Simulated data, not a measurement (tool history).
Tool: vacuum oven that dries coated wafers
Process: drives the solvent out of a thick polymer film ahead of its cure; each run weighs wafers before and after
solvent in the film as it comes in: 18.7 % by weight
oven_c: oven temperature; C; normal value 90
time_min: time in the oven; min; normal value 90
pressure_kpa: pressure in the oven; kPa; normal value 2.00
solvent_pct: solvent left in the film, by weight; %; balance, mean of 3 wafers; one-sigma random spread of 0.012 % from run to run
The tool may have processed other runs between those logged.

run,hour,oven_c,time_min,pressure_kpa,solvent_pct
1,0.0,90,90,2.00,2.70
2,60.0,90,90,2.00,2.70
3,130.9,90,90,2.00,2.69
4,178.9,90,90,2.00,2.66
5,234.1,90,90,2.00,2.58
6,294.3,90,90,2.00,2.57
7,354.7,95,90,2.00,1.71
8,401.2,93,90,2.00,2.01
9,448.3,93,90,2.00,2.03
10,496.4,93,90,2.00,2.02
11,555.7,93,90,2.00,2.00
12,608.7,93,90,2.00,2.02
13,656.7,90,90,1.24,2.37
14,730.8,90,90,1.24,2.57
15,799.3,90,90,1.24,2.54
16,845.1,84,137,1.02,1.96
17,877.2,84,137,1.02,1.97
18,939.9,84,137,1.02,1.95
19,976.5,98,161,1.02,0.34
20,1009.7,98,83,1.02,1.48
21,1041.1,98,83,1.02,1.47
22,1095.7,83,84,2.00,4.63
23,1125.0,83,84,2.00,4.62
24,1186.5,93,90,1.46,2.03
25,1220.6,90,58,2.00,4.81
26,1284.8,86,90,3.20,3.85
27,1357.4,98,74,4.93,2.51
28,1401.3,98,74,4.93,2.49
29,1457.9,90,90,2.56,2.81

Removed from this log: 2 entries logged between the listed runs. Between which two listed runs does each belong, and how does the tool's hidden state at the listed run before it compare with that at the listed run after it?
Runs 4 to 5: vacuum gauge cleaned of residue and calibrated (hour 218.5)
  true wafer temperature over the reading, C: 0.35 -> 0.39; true pressure over the reading, kPa: 0.447 -> -0.002
  difference, measured minus the result without the unlogged condition, solvent_pct: +0.03 -> -0.07 %
Runs 13 to 14: oven's thermocouples calibrated (hour 674.1)
  true wafer temperature over the reading, C: 0.68 -> -0.33; true pressure over the reading, kPa: 0.072 -> 0.086
  difference, measured minus the result without the unlogged condition, solvent_pct: -0.11 -> +0.09 %

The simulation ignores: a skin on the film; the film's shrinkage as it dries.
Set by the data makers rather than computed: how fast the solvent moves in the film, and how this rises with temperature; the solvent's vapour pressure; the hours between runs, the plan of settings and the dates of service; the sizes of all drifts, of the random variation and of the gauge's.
